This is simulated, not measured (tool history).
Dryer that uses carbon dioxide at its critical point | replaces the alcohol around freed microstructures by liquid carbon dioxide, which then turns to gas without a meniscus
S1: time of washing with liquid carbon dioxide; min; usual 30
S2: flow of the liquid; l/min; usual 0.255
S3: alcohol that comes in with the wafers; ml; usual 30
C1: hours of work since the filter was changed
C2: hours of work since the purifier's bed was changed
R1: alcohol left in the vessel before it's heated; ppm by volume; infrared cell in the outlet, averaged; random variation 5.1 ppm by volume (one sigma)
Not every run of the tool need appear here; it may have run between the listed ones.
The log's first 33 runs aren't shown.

run,hour,S1,S2,S3,C1,C2,R1
34,727.6,30,0.306,56,163,522,119
35,750.4,37,0.421,43,175,534,37
36,779.5,37,0.211,71,189,548,361
37,800,37,0.211,71,199,558,395
# hour 827.1: inlet filter changed
38,827.1,30,0.211,71,0,571,436
39,853.7,25,0.255,100,13,584,556
40,878.9,27,0.175,65,26,597,1511
41,895.5,34,0.286,25,34,605,70

Each row is a separate what-if for the run after 41, all from the same tool condition, not one after another. Results?
A,920.8,19,0.256,62,46,617,?
B,920.8,34,0.319,25,46,617,?
C,920.8,22,0.231,42,46,617,?
D,920.8,34,0.184,46,46,617,?
E,920.8,23,0.333,30,46,617,?

run,R1
A,1269
B,54
C,768
D,377
E,117
Without the tool's unlogged condition, the same runs would have read:
run,R1
A,1042
B,4
C,611
D,270
E,54
